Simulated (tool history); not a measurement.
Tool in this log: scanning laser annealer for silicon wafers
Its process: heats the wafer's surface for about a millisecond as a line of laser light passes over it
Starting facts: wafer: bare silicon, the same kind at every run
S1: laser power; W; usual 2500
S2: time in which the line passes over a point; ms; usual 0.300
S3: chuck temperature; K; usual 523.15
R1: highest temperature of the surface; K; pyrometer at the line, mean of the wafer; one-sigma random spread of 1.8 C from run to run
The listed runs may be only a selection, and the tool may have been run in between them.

run	hour	S1	S2	S3	R1
1	0.0	2500	0.300	523.15	1289.15
2	10.3	2500	0.300	523.15	1294.15
3	18.4	2500	0.300	523.15	1292.15
4	29.6	2258	0.300	523.15	1209.15
5	36.4	2258	0.221	523.15	1102.15
6	42.9	2500	0.327	523.15	1330.15
7	49.7	2500	0.327	523.15	1328.15
8	57.3	2500	0.300	523.15	1290.15
9	67.3	2500	0.300	523.15	1292.15
10	76.9	2500	0.300	523.15	1291.15
11	83.7	2500	0.300	523.15	1294.15
12	90.9	2500	0.341	523.15	1349.15

For run 13, what comes out?
13	96.6	2500	0.341	523.15	?

{"run 13": {"R1": 1350.15}}
The same run, on a tool lacking any hidden state, would have yielded R1 1354.15 K.

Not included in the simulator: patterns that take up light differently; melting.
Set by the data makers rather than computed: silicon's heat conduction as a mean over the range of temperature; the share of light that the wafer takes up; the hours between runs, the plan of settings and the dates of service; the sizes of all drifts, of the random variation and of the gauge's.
